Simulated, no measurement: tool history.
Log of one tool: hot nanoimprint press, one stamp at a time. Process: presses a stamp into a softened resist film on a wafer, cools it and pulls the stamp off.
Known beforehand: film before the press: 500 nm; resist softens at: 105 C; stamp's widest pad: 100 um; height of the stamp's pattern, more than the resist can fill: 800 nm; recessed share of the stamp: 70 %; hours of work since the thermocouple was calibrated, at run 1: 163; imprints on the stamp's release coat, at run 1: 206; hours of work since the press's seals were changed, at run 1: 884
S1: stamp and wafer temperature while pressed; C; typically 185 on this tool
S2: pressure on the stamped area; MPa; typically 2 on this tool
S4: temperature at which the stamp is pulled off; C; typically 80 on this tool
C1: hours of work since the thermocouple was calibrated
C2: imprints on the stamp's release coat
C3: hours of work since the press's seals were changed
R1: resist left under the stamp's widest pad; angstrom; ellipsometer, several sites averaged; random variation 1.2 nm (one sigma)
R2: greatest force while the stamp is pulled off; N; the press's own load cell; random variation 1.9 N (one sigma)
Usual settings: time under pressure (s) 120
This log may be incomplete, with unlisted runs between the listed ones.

Run 1, hour 0: usual settings; C1 163; C2 206; C3 884. Result: R1 1868 angstrom, R2 113 N.
Run 2, hour 38.7: usual settings; C1 184; C2 328; C3 905. Result: R1 1869 angstrom, R2 117 N.
Run 3, hour 72.4: usual settings; C1 203; C2 434; C3 923. Result: R1 1871 angstrom, R2 118 N.
At hour 106.1: stamp cleaned and given a new release coat.
Run 4, hour 117.3: usual settings; C1 224; C2 36; C3 945. Result: R1 1888 angstrom, R2 106 N.
Run 5, hour 147.9: usual settings but S4 72 C; C1 241; C2 132; C3 961. Result: R1 1868 angstrom, R2 118 N.
Run 6, hour 180.5: usual settings but S4 72 C; C1 259; C2 235; C3 979. Result: R1 1899 angstrom, R2 120 N.
Run 7, hour 219.2: usual settings but S4 72 C; C1 280; C2 357; C3 1000. Result: R1 1891 angstrom, R2 127 N.
Run 8, hour 241.1: usual settings but S4 87 C; C1 292; C2 426; C3 1012. Result: R1 1884 angstrom, R2 110 N.
At hour 277: stamp cleaned and given a new release coat.
Run 9, hour 279.8: usual settings but S1 180 C; C1 310; C2 9; C3 1030. Result: R1 2407 angstrom, R2 103 N.
Run 10, hour 312.4: usual settings but time under pressure (s) 68; C1 328; C2 111; C3 1048. Result: R1 2362 angstrom, R2 109 N.
Run 11, hour 352.4: usual settings; C1 350; C2 237; C3 1070. Result: R1 1884 angstrom, R2 110 N.
Run 12, hour 376.1: usual settings; C1 363; C2 312; C3 1083. Result: R1 1933 angstrom, R2 117 N.
Run 13, hour 401.2: usual settings; C1 377; C2 391; C3 1097. Result: R1 1917 angstrom, R2 118 N.
Run 14, hour 432.5: usual settings; C1 394; C2 490; C3 1114. Result: R1 1934 angstrom, R2 120 N.
At hour 450.4: stamp cleaned and given a new release coat.
Run 15, hour 461.9: usual settings but S4 77 C; C1 407; C2 36; C3 1127. Result: R1 1923 angstrom, R2 111 N.
Run 16, hour 492.8: usual settings but S1 182 C, S2 1.53 MPa; C1 423; C2 134; C3 1144. Result: R1 2486 angstrom, R2 108 N.
Run 17, hour 533.8: usual settings but S1 173 C, S2 1.53 MPa; C1 446; C2 263; C3 1166. Result: R1 3591 angstrom, R2 112 N.
Run 18, hour 564.9: usual settings but S1 175 C, S2 1.53 MPa, time under pressure (s) 96, S4 68 C; C1 463; C2 361; C3 1183. Result: R1 3512 angstrom, R2 126 N.
At hour 607.4: plate thermocouple calibrated.
Run 19, hour 608.8: usual settings but S1 175 C, S2 1.53 MPa, time under pressure (s) 96, S4 68 C; C1 1; C2 490; C3 1206. Result: R1 3425 angstrom, R2 133 N.
At hour 625.3: stamp cleaned and given a new release coat.
Run 20, hour 641.5: usual settings but S1 175 C, S2 1.53 MPa, time under pressure (s) 96, S4 68 C; C1 15; C2 51; C3 1220. Result: R1 3368 angstrom, R2 118 N.
At hour 668.1: press's hydraulic seals changed and the load cell set to zero.
Run 21, hour 688.5: usual settings but S1 175 C, S2 1.53 MPa, time under pressure (s) 96, S4 72 C; C1 37; C2 174; C3 11. Result: R1 3367 angstrom, R2 118 N.
Run 22, hour 706.1: usual settings but S1 184 C, S2 1.98 MPa, time under pressure (s) 178, S4 69 C; C1 46; C2 229; C3 21. Result: R1 1613 angstrom, R2 125 N.
Run 23, hour 740: usual settings but time under pressure (s) 100, S4 77 C; C1 65; C2 336; C3 39. Result: R1 1927 angstrom, R2 117 N.
Run 24, hour 758.7: usual settings but time under pressure (s) 95; C1 75; C2 395; C3 50. Result: R1 1955 angstrom, R2 116 N.
Run 25, hour 778.7: usual settings; C1 86; C2 458; C3 61. Result: R1 1796 angstrom, R2 121 N.
At hour 804.3: stamp cleaned and given a new release coat.
Run 26, hour 815.6: usual settings; C1 103; C2 35; C3 78. Result: R1 1805 angstrom, R2 106 N.
Run 27, hour 836.5: usual settings; C1 115; C2 101; C3 89. Result: R1 1812 angstrom, R2 108 N.
Run 28, hour 854.5: usual settings; C1 125; C2 158; C3 99. Result: R1 1807 angstrom, R2 107 N.
Run 29, hour 885.8: usual settings but S1 177 C, time under pressure (s) 218, S4 82 C; C1 142; C2 256; C3 116. Result: R1 2119 angstrom, R2 114 N.
Run 30, hour 926.2: usual settings but time under pressure (s) 126, S4 78 C; C1 164; C2 384; C3 138. Result: R1 1775 angstrom, R2 118 N.

How the hidden state differs across the entries between the runs, from the last listed run before each to the first after it:
After run 3, before run 4: stamp cleaned and given a new release coat (hour 106.1)
  true temperature over the reading, C: -0.41 -> -0.45; pressure that arrives at the usual setting, %: 94.22 -> 94.07; grip of the stamp's worn release coat, % over a new coat's: 12.2 -> 1
  what was measured, less what the result would be without the hidden state, R1: +91 -> +95 angstrom; R2: +13 -> +2 N
After run 8, before run 9: stamp cleaned and given a new release coat (hour 277)
  true temperature over the reading, C: -0.57 -> -0.6; pressure that arrives at the usual setting, %: 93.61 -> 93.5; grip of the stamp's worn release coat, % over a new coat's: 11.9 -> 0.2
  what was measured, less what the result would be without the hidden state, R1: +110 -> +139 angstrom; R2: +12 -> +0 N
After run 14, before run 15: stamp cleaned and given a new release coat (hour 450.4)
  true temperature over the reading, C: -0.76 -> -0.78; pressure that arrives at the usual setting, %: 92.96 -> 92.87; grip of the stamp's worn release coat, % over a new coat's: 13.8 -> 1
  what was measured, less what the result would be without the hidden state, R1: +136 -> +138 angstrom; R2: +15 -> +2 N
After run 18, before run 19: plate thermocouple calibrated (hour 607.4)
  true temperature over the reading, C: -0.89 -> -0.02; pressure that arrives at the usual setting, %: 92.44 -> 92.28; grip of the stamp's worn release coat, % over a new coat's: 10.1 -> 13.8
  what was measured, less what the result would be without the hidden state, R1: +174 -> +72 angstrom; R2: +13 -> +16 N
After run 19, before run 20: stamp cleaned and given a new release coat (hour 625.3)
  true temperature over the reading, C: -0.02 -> -0.05; pressure that arrives at the usual setting, %: 92.28 -> 92.18; grip of the stamp's worn release coat, % over a new coat's: 13.8 -> 1.4
  what was measured, less what the result would be without the hidden state, R1: +72 -> +75 angstrom; R2: +16 -> +2 N
After run 20, before run 21: press's hydraulic seals changed and the load cell set to zero (hour 668.1)
  true temperature over the reading, C: -0.05 -> -0.09; pressure that arrives at the usual setting, %: 92.18 -> 99.82; grip of the stamp's worn release coat, % over a new coat's: 1.4 -> 4.8
  what was measured, less what the result would be without the hidden state, R1: +75 -> +13 angstrom; R2: +2 -> +6 N
After run 25, before run 26: stamp cleaned and given a new release coat (hour 804.3)
  true temperature over the reading, C: -0.18 -> -0.21; pressure that arrives at the usual setting, %: 99.46 -> 99.33; grip of the stamp's worn release coat, % over a new coat's: 12.8 -> 1
  what was measured, less what the result would be without the hidden state, R1: +20 -> +24 angstrom; R2: +14 -> +1 N
